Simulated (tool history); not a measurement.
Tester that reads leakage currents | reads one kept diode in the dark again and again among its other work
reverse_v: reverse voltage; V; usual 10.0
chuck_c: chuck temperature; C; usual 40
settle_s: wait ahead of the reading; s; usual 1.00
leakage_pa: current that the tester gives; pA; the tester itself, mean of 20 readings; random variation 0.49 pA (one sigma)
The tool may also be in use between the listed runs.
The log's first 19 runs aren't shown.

At day 155.283: chuck's temperature calibrated.
At day 155.883: probe card cleaned and baked.
Run 20, day 162.488: usual settings but reverse_v 1.6 V, chuck_c 28 C, settle_s 0.45 s. Result: leakage_pa 31.44 pA.
Run 21, day 173.383: usual settings but reverse_v 1.6 V, chuck_c 28 C, settle_s 0.45 s. Result: leakage_pa 31.85 pA.
Run 22, day 184.171: usual settings but reverse_v 1.6 V, chuck_c 28 C, settle_s 0.45 s. Result: leakage_pa 32.67 pA.
Run 23, day 189.050: usual settings but reverse_v 6.2 V. Result: leakage_pa 151.92 pA.
Run 24, day 195.908: usual settings but reverse_v 2.7 V, chuck_c 57 C, settle_s 0.69 s. Result: leakage_pa 283.29 pA.
Run 25, day 201.200: usual settings but reverse_v 1.7 V, chuck_c 20 C, settle_s 6.42 s. Result: leakage_pa 20.45 pA.
Run 26, day 211.404: usual settings but reverse_v 11.0 V, chuck_c 43 C, settle_s 1.57 s. Result: leakage_pa 265.69 pA.
Run 27, day 217.496: usual settings but reverse_v 14.0 V, settle_s 6.54 s. Result: leakage_pa 256.43 pA.
At day 223.642: probe card cleaned and baked, once more.
Run 28, day 225.292: usual settings but reverse_v 19.9 V, settle_s 2.81 s. Result: leakage_pa 257.55 pA.
Run 29, day 230.538: usual settings but reverse_v 14.7 V, chuck_c 22 C, settle_s 0.54 s. Result: leakage_pa 67.48 pA.
Run 30, day 235.779: usual settings but reverse_v 1.4 V, chuck_c 22 C, settle_s 1.04 s. Result: leakage_pa 17.62 pA.
Run 31, day 240.558: usual settings but reverse_v 1.4 V, chuck_c 22 C, settle_s 1.04 s. Result: leakage_pa 17.61 pA.
At day 245.600: chuck's temperature calibrated.
Run 32, day 247.967: usual settings but reverse_v 16.2 V, chuck_c 46 C, settle_s 6.23 s. Result: leakage_pa 320.91 pA.
Run 33, day 257.879: usual settings but reverse_v 11.7 V, chuck_c 28 C, settle_s 2.30 s. Result: leakage_pa 79.47 pA.
Run 34, day 265.412: usual settings but reverse_v 11.7 V, chuck_c 28 C, settle_s 2.30 s. Result: leakage_pa 80.45 pA.
Run 35, day 275.858: usual settings but reverse_v 11.7 V, chuck_c 28 C, settle_s 2.30 s. Result: leakage_pa 83.49 pA.
Run 36, day 284.992: usual settings but reverse_v 11.7 V, chuck_c 28 C, settle_s 2.30 s. Result: leakage_pa 85.21 pA.
Run 37, day 294.775: usual settings but reverse_v 11.7 V, chuck_c 28 C, settle_s 2.30 s. Result: leakage_pa 87.89 pA.
Run 38, day 301.854: usual settings but chuck_c 24 C, settle_s 0.49 s. Result: leakage_pa 68.12 pA.

3 ways to go on from here, each from the tool as it stands after run 38. What would each give?
Run A, day 306.804: usual settings but reverse_v 1.4 V, chuck_c 36 C, settle_s 2.78 s. Result: leakage_pa ?.
Run B, day 306.804: usual settings but chuck_c 33 C, settle_s 3.60 s. Result: leakage_pa ?.
Run C, day 306.804: usual settings but reverse_v 1.2 V, chuck_c 36 C, settle_s 3.04 s. Result: leakage_pa ?.

run  leakage_pa
  A       49.35
  B      116.22
  C       45.54
Without the tool's hidden state the same runs would have given:
run  leakage_pa
  A       43.50
  B       97.26
  C       40.22
